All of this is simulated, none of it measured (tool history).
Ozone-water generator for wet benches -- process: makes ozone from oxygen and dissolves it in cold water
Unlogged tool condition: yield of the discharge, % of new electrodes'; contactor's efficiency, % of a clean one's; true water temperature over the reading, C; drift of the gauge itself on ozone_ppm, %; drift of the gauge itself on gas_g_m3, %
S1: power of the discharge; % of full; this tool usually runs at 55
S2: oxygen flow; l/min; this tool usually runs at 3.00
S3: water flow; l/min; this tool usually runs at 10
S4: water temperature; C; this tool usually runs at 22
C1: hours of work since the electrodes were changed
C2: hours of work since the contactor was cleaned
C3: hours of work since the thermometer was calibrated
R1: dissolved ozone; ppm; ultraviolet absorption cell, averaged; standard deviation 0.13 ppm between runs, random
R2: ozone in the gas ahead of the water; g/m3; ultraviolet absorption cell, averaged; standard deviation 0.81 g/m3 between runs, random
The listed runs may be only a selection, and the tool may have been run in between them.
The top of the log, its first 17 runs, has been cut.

run	hour	S1	S2	S3	S4	C1	C2	C3	R1	R2
# hour 2773.2: water thermometer calibrated, once more
18	2897.5	55	3.00	10	25	3703	6877	86	10.5	118.8
19	3051.1	55	3.00	14	28	3809	6983	192	7.7	119.3
20	3247.3	43	3.00	7	14	3945	7118	327	13.8	102.9
21	3457.4	83	1.66	7	14	4089	7263	471	17.3	176.7
22	3671.4	92	3.04	10	22	4237	7410	619	14.3	153.8
23	3843.1	92	3.04	10	22	4355	7529	737	14.1	152.9
24	3964.8	51	3.00	12	22	4439	7613	821	9.0	112.0
25	4152.0	51	3.00	12	22	4568	7742	950	8.7	113.4
26	4299.7	76	3.00	10	18	4670	7843	1052	13.4	138.9
27	4437.6	76	3.00	10	18	4765	7938	1147	13.1	136.8

Run 28 has not been measured yet. What should we expect?
28	4614.6	76	3.04	8	18	4887	8060	1269	?	?

Run 28 yielded R1 15.5 ppm, R2 134.5 g/m3.
The same run, on a tool lacking any hidden state, would have yielded R1 19.0 ppm, R2 151.9 g/m3.
